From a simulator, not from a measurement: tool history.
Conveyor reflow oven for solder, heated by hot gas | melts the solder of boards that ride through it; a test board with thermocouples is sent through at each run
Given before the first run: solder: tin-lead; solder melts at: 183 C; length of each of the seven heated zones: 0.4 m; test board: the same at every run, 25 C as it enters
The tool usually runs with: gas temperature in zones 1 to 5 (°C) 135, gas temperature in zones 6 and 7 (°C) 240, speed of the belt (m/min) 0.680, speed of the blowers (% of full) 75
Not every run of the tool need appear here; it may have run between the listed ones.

run     day  gas temperature in zones 1 to 5 (°C)  gas temperature in zones 6 and 7 (°C)  speed of the belt (m/min)  speed of the blowers (% of full)  highest temperature of the board (°C)  time above the solder's melting point (s)
  1   0.000                                   135                                    240                      0.680                                75                                  219.6                                       52.7
  2   0.996                                   132                                    240                      0.680                                75                                  218.0                                       51.6
  3   1.654                                   135                                    240                      0.608                                75                                  222.2                                       62.9
  4   2.446                                   135                                    240                      0.608                                75                                  222.8                                       62.6
  5   3.692                                   135                                    240                      0.609                                75                                  222.7                                       62.4
  6   4.875                                   135                                    240                      0.680                                75                                  218.0                                       52.4
  7   6.071                                   135                                    240                      0.680                                75                                  218.4                                       51.8
  8   7.283                                   135                                    240                      0.680                                75                                  216.6                                       51.9
  9   7.850                                   135                                    246                      0.680                                75                                  221.7                                       55.2
 10   9.050                                   135                                    246                      0.680                                75                                  221.4                                       54.5
     10.129  -- belt drive overhauled, speed set with a stopwatch
 11  10.150                                   135                                    246                      0.680                                75                                  221.6                                       53.9
 12  11.317                                   135                                    246                      0.680                                75                                  221.1                                       52.7
 13  12.483                                   135                                    246                      0.680                                75                                  220.6                                       53.4
 14  13.325                                   135                                    240                      0.680                                75                                  215.8                                       49.2
 15  14.683                                   143                                    240                      0.680                                75                                  217.8                                       53.3
 16  15.933                                   135                                    230                      0.680                                67                                  203.9                                       37.1
 17  16.733                                   135                                    252                      0.617                                67                                  225.4                                       62.4
 18  17.292                                   144                                    245                      0.617                                67                                  221.9                                       63.0
 19  18.146                                   144                                    245                      0.617                                67                                  221.4                                       62.7
 20  19.446                                   136                                    252                      0.771                                69                                  215.2                                       41.7
 21  20.062                                   136                                    252                      0.771                                69                                  214.1                                       42.6
 22  20.883                                   135                                    245                      0.680                                55                                  209.0                                       40.1
 23  21.442                                   135                                    237                      0.680                                75                                  212.5                                       45.6
     22.012  -- flux residue cleaned out of gas plates and filters
 24  22.329                                   135                                    237                      0.680                                75                                  217.9                                       51.0
 25  23.604                                   135                                    237                      0.680                                75                                  217.8                                       51.3
 26  24.617                                   135                                    237                      0.680                                75                                  217.0                                       51.0
 27  25.612                                   124                                    245                      0.696                                72                                  218.6                                       46.6
 28  26.642                                   136                                    251                      0.770                                72                                  220.2                                       47.1
 29  27.683                                   135                                    236                      0.729                                75                                  212.6                                       44.5
 30  28.296                                   136                                    236                      0.653                                75                                  217.1                                       53.4

Difference, measured minus no-hidden-state, one row per run. Run-to-run variation is common to both terms; the gauge's own scatter need not be:
What the log doesn't record here: heat that the gas passes to the board, % of a clean oven's; belt's true speed, % of the reading; true gas temperature in zones 6 and 7 over the reading, C; drift of the gauge itself on peak_c, C; drift of the gauge itself on liquid_s, %.
run  highest temperature of the board (°C)  time above the solder's melting point (s)
  1                                   +2.1                                       +2.4
  2                                   +1.9                                       +2.3
  3                                   +1.9                                       +2.3
  4                                   +1.7                                       +2.2
  5                                   +1.5                                       +2.0
  6                                   +1.2                                       +1.7
  7                                   +1.0                                       +1.5
  8                                   +0.7                                       +1.4
  9                                   +0.6                                       +1.2
 10                                   +0.4                                       +1.1
 11                                   -0.6                                       -0.6
 12                                   -0.8                                       -0.7
 13                                   -1.1                                       -1.0
 14                                   -1.1                                       -1.2
 15                                   -1.1                                       -1.2
 16                                   -1.2                                       -2.0
 17                                   -1.6                                       -1.0
 18                                   -1.2                                       -1.0
 19                                   -1.3                                       -1.1
 20                                   -3.3                                       -2.6
 21                                   -3.4                                       -2.8
 22                                   -2.2                                       -2.6
 23                                   -2.7                                       -2.8
 24                                   +2.9                                       +2.5
 25                                   +2.7                                       +2.3
 26                                   +2.5                                       +2.2
 27                                   +2.1                                       +1.8
 28                                   +1.7                                       +1.4
 29                                   +1.7                                       +1.6
 30                                   +2.0                                       +1.7

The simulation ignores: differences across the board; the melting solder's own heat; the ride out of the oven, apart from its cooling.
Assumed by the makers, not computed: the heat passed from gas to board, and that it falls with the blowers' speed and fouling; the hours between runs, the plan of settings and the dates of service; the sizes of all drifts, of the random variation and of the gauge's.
